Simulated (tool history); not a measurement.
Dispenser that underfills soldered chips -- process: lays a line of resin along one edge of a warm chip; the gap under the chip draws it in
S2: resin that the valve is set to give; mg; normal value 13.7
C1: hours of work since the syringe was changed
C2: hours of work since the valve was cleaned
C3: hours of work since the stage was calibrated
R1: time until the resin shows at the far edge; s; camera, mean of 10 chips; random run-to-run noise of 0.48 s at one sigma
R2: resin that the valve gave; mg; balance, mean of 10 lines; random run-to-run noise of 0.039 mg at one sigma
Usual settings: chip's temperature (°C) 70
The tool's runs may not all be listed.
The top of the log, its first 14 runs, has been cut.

At hour 47.8: new syringe of resin.
Run 15, hour 48.3: usual settings but chip's temperature (°C) 59; C1 0; C2 41; C3 93. Result: R1 57.6 s, R2 13.25 mg.
Run 16, hour 51.6: usual settings but chip's temperature (°C) 59; C1 2; C2 43; C3 95. Result: R1 65.7 s, R2 13.08 mg.
At hour 55.3: dispensing valve cleaned and set on the balance.
Run 17, hour 56.4: usual settings but chip's temperature (°C) 59; C1 5; C2 1; C3 98. Result: R1 75.1 s, R2 13.63 mg.
Run 18, hour 59.8: usual settings but chip's temperature (°C) 59; C1 7; C2 3; C3 100. Result: R1 85.3 s, R2 13.57 mg.
At hour 60.7: new syringe of resin.
Run 19, hour 64.8: usual settings but S2 16.2 mg; C1 3; C2 6; C3 103. Result: R1 42.8 s, R2 16.18 mg.
Run 20, hour 68.9: usual settings but chip's temperature (°C) 61, S2 12.3 mg; C1 5; C2 9; C3 105. Result: R1 70.7 s, R2 12.2 mg.
At hour 72.4: new syringe of resin.
Run 21, hour 73: usual settings but chip's temperature (°C) 64, S2 16.8 mg; C1 0; C2 11; C3 108. Result: R1 46.4 s, R2 16.56 mg.
Run 22, hour 76.5: usual settings but chip's temperature (°C) 84; C1 3; C2 13; C3 110. Result: R1 27.1 s, R2 13.54 mg.
Run 23, hour 79.2: usual settings but chip's temperature (°C) 82, S2 17 mg; C1 4; C2 15; C3 112. Result: R1 31.2 s, R2 16.72 mg.
Run 24, hour 81.3: usual settings but chip's temperature (°C) 68; C1 6; C2 17; C3 113. Result: R1 55.5 s, R2 13.47 mg.
At hour 84: new syringe of resin.
Run 25, hour 84: usual settings but chip's temperature (°C) 78, S2 15.1 mg; C1 0; C2 18; C3 115. Result: R1 27.6 s, R2 14.82 mg.
Run 26, hour 87.4: usual settings but chip's temperature (°C) 63, S2 13 mg; C1 2; C2 20; C3 117. Result: R1 55.3 s, R2 12.66 mg.
Run 27, hour 91.1: usual settings but chip's temperature (°C) 73, S2 12.4 mg; C1 5; C2 23; C3 119. Result: R1 45.3 s, R2 12.1 mg.
Run 28, hour 95.2: usual settings but chip's temperature (°C) 83, S2 12.4 mg; C1 7; C2 25; C3 122. Result: R1 37.9 s, R2 12.11 mg.
At hour 95.7: new syringe of resin.
Run 29, hour 99.5: usual settings but chip's temperature (°C) 62, S2 15.7 mg; C1 2; C2 28; C3 125. Result: R1 55.4 s, R2 15.29 mg.
Run 30, hour 101.5: usual settings but chip's temperature (°C) 84, S2 15 mg; C1 4; C2 29; C3 126. Result: R1 28.8 s, R2 14.63 mg.
Run 31, hour 106.3: usual settings but chip's temperature (°C) 84, S2 15 mg; C1 7; C2 32; C3 129. Result: R1 33.6 s, R2 14.52 mg.
At hour 107.6: new syringe of resin.
Run 32, hour 111.2: usual settings but chip's temperature (°C) 84, S2 15 mg; C1 2; C2 35; C3 132. Result: R1 26.5 s, R2 14.56 mg.
Run 33, hour 113.2: usual settings but chip's temperature (°C) 83, S2 14.8 mg; C1 4; C2 37; C3 133. Result: R1 28.2 s, R2 14.31 mg.
Run 34, hour 116.6: usual settings but chip's temperature (°C) 60, S2 14.8 mg; C1 6; C2 39; C3 136. Result: R1 72.7 s, R2 14.26 mg.
At hour 119.4: new syringe of resin.
Run 35, hour 120.2: usual settings but chip's temperature (°C) 60, S2 14.8 mg; C1 1; C2 41; C3 138. Result: R1 54.3 s, R2 14.22 mg.
Run 36, hour 124.6: usual settings but chip's temperature (°C) 72, S2 16.6 mg; C1 3; C2 44; C3 141. Result: R1 41.8 s, R2 15.87 mg.
At hour 127.3: dispensing valve cleaned and set on the balance.
Run 37, hour 129.4: usual settings but chip's temperature (°C) 72, S2 17.3 mg; C1 6; C2 1; C3 143. Result: R1 47.8 s, R2 17.35 mg.

3 ways to go on from here, each from the tool as it stands after run 37. What would each give?
At hour 132.2: new syringe of resin.
Run A, hour 132.2: usual settings but chip's temperature (°C) 66, S2 17.5 mg; C1 0; C2 3; C3 145. Result: R1 ?, R2 ?.
At hour 132.2: new syringe of resin.
Run B, hour 132.2: usual settings but chip's temperature (°C) 72, S2 14.4 mg; C1 0; C2 3; C3 145. Result: R1 ?, R2 ?.
At hour 132.2: new syringe of resin.
Run C, hour 132.2: usual settings but chip's temperature (°C) 74, S2 14.8 mg; C1 0; C2 3; C3 145. Result: R1 ?, R2 ?.

run    R1     R2
  A  41.9  17.59
  B  34.6  14.42
  C  32.4  14.79
The same runs, with their run-to-run variation unchanged, on a tool lacking any hidden condition would have given:
run    R1     R2
  A  41.5   17.6
  B  34.3  14.43
  C  32.1   14.8

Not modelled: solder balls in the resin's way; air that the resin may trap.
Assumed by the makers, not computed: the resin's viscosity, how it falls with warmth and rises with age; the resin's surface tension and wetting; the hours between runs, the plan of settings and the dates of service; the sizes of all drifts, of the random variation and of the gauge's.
